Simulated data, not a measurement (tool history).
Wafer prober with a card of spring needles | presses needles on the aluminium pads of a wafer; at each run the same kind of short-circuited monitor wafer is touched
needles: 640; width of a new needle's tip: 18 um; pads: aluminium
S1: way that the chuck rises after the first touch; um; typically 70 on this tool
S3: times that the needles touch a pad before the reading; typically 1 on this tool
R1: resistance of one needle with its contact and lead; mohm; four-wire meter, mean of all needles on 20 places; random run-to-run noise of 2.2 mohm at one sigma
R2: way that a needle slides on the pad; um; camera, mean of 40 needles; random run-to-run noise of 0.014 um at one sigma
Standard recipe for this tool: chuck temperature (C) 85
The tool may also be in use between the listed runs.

Run 1, hour 0: usual settings. Result: R1 253 mohm, R2 12.24 um.
At hour 3.9: tips cleaned on abrasive film.
At hour 13.7: tips cleaned on abrasive film.
Run 2, hour 16.1: usual settings but chuck temperature (C) 60. Result: R1 244 mohm, R2 12.25 um.
At hour 22.2: tips cleaned on abrasive film.
At hour 31.7: tips cleaned on abrasive film.
At hour 41: tips cleaned on abrasive film.
Run 3, hour 41: usual settings. Result: R1 249 mohm, R2 12.27 um.
At hour 51.1: tips cleaned on abrasive film.
At hour 60.7: tips cleaned on abrasive film.
Run 4, hour 67: usual settings but S1 67 um. Result: R1 254 mohm, R2 11.76 um.
At hour 69.1: tips cleaned on abrasive film.
At hour 79.1: tips cleaned on abrasive film.
At hour 88.6: tips cleaned on abrasive film.
Run 5, hour 90.4: usual settings but S1 67 um. Result: R1 253 mohm, R2 11.73 um.
At hour 98.6: tips cleaned on abrasive film.
At hour 108.2: tips cleaned on abrasive film.
Run 6, hour 110.3: usual settings but S1 67 um. Result: R1 250 mohm, R2 11.73 um.
At hour 118.1: tips cleaned on abrasive film.
At hour 124.3: height of the first contact set anew.
At hour 128.5: tips cleaned on abrasive film.
Run 7, hour 131.7: usual settings but S1 57 um. Result: R1 256 mohm, R2 10.02 um.
At hour 138: tips cleaned on abrasive film.
At hour 147.3: tips cleaned on abrasive film.
At hour 156.8: tips cleaned on abrasive film.
At hour 165.1: tips cleaned on abrasive film.
Run 8, hour 165.9: usual settings but S1 57 um. Result: R1 249 mohm, R2 10.03 um.
At hour 174.1: tips cleaned on abrasive film.
At hour 183.4: tips cleaned on abrasive film.
At hour 193.6: tips cleaned on abrasive film.
Run 9, hour 194.3: usual settings but S1 57 um. Result: R1 253 mohm, R2 10.01 um.
At hour 202.5: tips cleaned on abrasive film.
At hour 212.7: tips cleaned on abrasive film.
Run 10, hour 214.5: usual settings but S1 57 um. Result: R1 258 mohm, R2 10 um.
At hour 222.6: tips cleaned on abrasive film.
At hour 232.3: tips cleaned on abrasive film.
At hour 242.3: tips cleaned on abrasive film.
Run 11, hour 247: usual settings but S1 57 um. Result: R1 252 mohm, R2 10 um.
At hour 252.4: tips cleaned on abrasive film.
At hour 252.7: height of the first contact set anew.
At hour 260.9: tips cleaned on abrasive film.
Run 12, hour 264: usual settings but S1 57 um. Result: R1 256 mohm, R2 10.02 um.
At hour 270.2: tips cleaned on abrasive film.
At hour 279.7: tips cleaned on abrasive film.
At hour 289.7: tips cleaned on abrasive film.
Run 13, hour 290.8: usual settings. Result: R1 258 mohm, R2 12.31 um.
At hour 298.9: tips cleaned on abrasive film.
At hour 308.6: tips cleaned on abrasive film.
Run 14, hour 315.5: usual settings but S1 83 um. Result: R1 249 mohm, R2 14.6 um.
At hour 317.7: tips cleaned on abrasive film.
At hour 327.4: tips cleaned on abrasive film.
At hour 335.6: tips cleaned on abrasive film.
Run 15, hour 341.1: usual settings but S1 83 um, chuck temperature (C) 63, S3 2. Result: R1 243 mohm, R2 14.59 um.
At hour 345.2: tips cleaned on abrasive film.
At hour 355.3: tips cleaned on abrasive film.
Run 16, hour 358.7: usual settings but S1 83 um, chuck temperature (C) 63, S3 2. Result: R1 242 mohm, R2 14.57 um.
At hour 364.7: tips cleaned on abrasive film.
At hour 374.7: tips cleaned on abrasive film.
At hour 381: height of the first contact set anew.
At hour 385: tips cleaned on abrasive film.
Run 17, hour 386.9: usual settings but S1 68 um, chuck temperature (C) 93, S3 2. Result: R1 254 mohm, R2 11.97 um.
At hour 394.8: tips cleaned on abrasive film.
At hour 404.6: tips cleaned on abrasive film.
At hour 414.4: tips cleaned on abrasive film.
Run 18, hour 421.3: usual settings but S1 68 um, chuck temperature (C) 93, S3 2. Result: R1 252 mohm, R2 11.97 um.
At hour 423.5: tips cleaned on abrasive film.
At hour 431.7: tips cleaned on abrasive film.
At hour 440: tips cleaned on abrasive film.
Run 19, hour 442.6: usual settings but chuck temperature (C) 37, S3 2. Result: R1 239 mohm, R2 12.32 um.
At hour 450.3: tips cleaned on abrasive film.
Run 20, hour 458.2: usual settings but S1 53 um, chuck temperature (C) 45, S3 2. Result: R1 243 mohm, R2 9.32 um.
At hour 459.7: tips cleaned on abrasive film.
At hour 469.6: tips cleaned on abrasive film.
At hour 479.9: tips cleaned on abrasive film.
Run 21, hour 482: usual settings but S1 53 um, chuck temperature (C) 38. Result: R1 245 mohm, R2 9.36 um.
At hour 489.5: tips cleaned on abrasive film.
At hour 498.7: tips cleaned on abrasive film.
At hour 506.9: tips cleaned on abrasive film.
At hour 509.3: height of the first contact set anew.
Run 22, hour 514.4: usual settings but S1 53 um, chuck temperature (C) 38. Result: R1 240 mohm, R2 9.33 um.
At hour 516.5: tips cleaned on abrasive film.
At hour 525.9: tips cleaned on abrasive film.
At hour 535.9: tips cleaned on abrasive film.
At hour 545: tips cleaned on abrasive film.
Run 23, hour 547.6: usual settings but S1 55 um, chuck temperature (C) 94, S3 3. Result: R1 257 mohm, R2 9.71 um.
At hour 553.5: tips cleaned on abrasive film.
At hour 563.5: tips cleaned on abrasive film.
Run 24, hour 565.2: usual settings but S1 65 um, chuck temperature (C) 94. Result: R1 257 mohm, R2 11.47 um.
At hour 573.5: tips cleaned on abrasive film.
At hour 583.6: tips cleaned on abrasive film.
Run 25, hour 587: usual settings but S1 65 um, chuck temperature (C) 94. Result: R1 255 mohm, R2 11.5 um.
At hour 592.9: tips cleaned on abrasive film.
At hour 602.8: tips cleaned on abrasive film.
At hour 611.2: tips cleaned on abrasive film.
Run 26, hour 611.2: usual settings but S1 77 um, S3 2. Result: R1 252 mohm, R2 13.6 um.
At hour 620.7: tips cleaned on abrasive film.
At hour 630.4: tips cleaned on abrasive film.
At hour 637.4: height of the first contact set anew.
Run 27, hour 637.4: usual settings but S1 74 um. Result: R1 246 mohm, R2 13.09 um.
At hour 639.5: tips cleaned on abrasive film.
At hour 649.2: tips cleaned on abrasive film.
At hour 659.2: tips cleaned on abrasive film.
At hour 667.5: tips cleaned on abrasive film.
Run 28, hour 669.5: usual settings but S1 60 um, chuck temperature (C) 57, S3 2. Result: R1 246 mohm, R2 10.61 um.

Alternative continuations, all from the tool just after run 28; predict every row:
At hour 677.6: tips cleaned on abrasive film.
At hour 685.8: tips cleaned on abrasive film.
At hour 694.9: tips cleaned on abrasive film.
Run A, hour 694.9: usual settings but S1 60 um, chuck temperature (C) 29, S3 2. Result: R1 ?, R2 ?.
At hour 677.6: tips cleaned on abrasive film.
At hour 685.8: tips cleaned on abrasive film.
At hour 694.9: tips cleaned on abrasive film.
Run B, hour 694.9: usual settings but S1 60 um, chuck temperature (C) 51, S3 2. Result: R1 ?, R2 ?.
At hour 677.6: tips cleaned on abrasive film.
At hour 685.8: tips cleaned on abrasive film.
At hour 694.9: tips cleaned on abrasive film.
Run C, hour 694.9: usual settings but S1 74 um, chuck temperature (C) 96. Result: R1 ?, R2 ?.

run   R1     R2
  A  238  10.59
  B  244  10.62
  C  252   13.1
Take away the tool's hidden state, keep each run's random variation, and the runs would have read:
run   R1     R2
  A  238  10.48
  B  244  10.51
  C  252  12.96

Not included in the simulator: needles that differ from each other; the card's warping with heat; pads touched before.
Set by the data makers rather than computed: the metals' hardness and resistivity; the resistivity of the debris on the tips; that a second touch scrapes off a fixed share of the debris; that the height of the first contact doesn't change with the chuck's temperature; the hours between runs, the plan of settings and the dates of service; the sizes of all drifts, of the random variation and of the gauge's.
